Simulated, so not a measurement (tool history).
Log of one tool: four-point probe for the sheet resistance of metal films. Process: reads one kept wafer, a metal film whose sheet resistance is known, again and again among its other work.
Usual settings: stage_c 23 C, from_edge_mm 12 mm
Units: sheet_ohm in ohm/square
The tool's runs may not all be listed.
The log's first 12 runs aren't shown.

| run | hour | stage_c | from_edge_mm | sheet_ohm |
|---|---|---|---|---|
| 13 | 167.1 | 23 | 12 | 1.475221 |
| 14 | 181.3 | 23 | 12 | 1.475544 |
| 15 | 189.4 | 23 | 12 | 1.475649 |
| 16 | 204 | 23 | 19 | 1.471827 |
| 17 | 221.7 | 23 | 19 | 1.471947 |
| 18 | 231.4 | 31 | 37 | 1.468738 |
| 19 | 241.1 | 25 | 14 | 1.473521 |
| 20 | 251.6 | 35 | 4 | 1.514898 |
| 21 | 268.3 | 19 | 38 | 1.471474 |
| 22 | 280.8 | 19 | 38 | 1.471216 |
| 23 | 288.1 | 19 | 38 | 1.471958 |
| 24 | 302.2 | 19 | 27 | 1.472049 |
| 25 | 309.4 | 28 | 3 | 1.550867 |
| 26 | 321.3 | 22 | 18 | 1.47251 |
| 27 | 338 | 22 | 18 | 1.473001 |
| 28 | 347.3 | 27 | 4 | 1.51688 |
| 29 | 356.2 | 22 | 15 | 1.47364 |
| 30 | 366.2 | 21 | 48 | 1.471524 |
| 31 | 381.6 | 33 | 22 | 1.469231 |
| 32 | 397 | 21 | 12 | 1.476236 |
| 33 | 414.8 | 26 | 10 | 1.477416 |

Forecast each of these 5 alternatives for the next run:
| A | 426.2 | 23 | 8 | ? |
| B | 426.2 | 24 | 21 | ? |
| C | 426.2 | 24 | 5 | ? |
| D | 426.2 | 20 | 10 | ? |
| E | 426.2 | 25 | 25 | ? |

| run | sheet_ohm |
|---|---|
| A | 1.482342 |
| B | 1.471618 |
| C | 1.500709 |
| D | 1.478517 |
| E | 1.470862 |
Without the tool's hidden state the same runs would have given:
| run | sheet_ohm |
|---|---|
| A | 1.483838 |
| B | 1.473098 |
| C | 1.502217 |
| D | 1.480023 |
| E | 1.472336 |
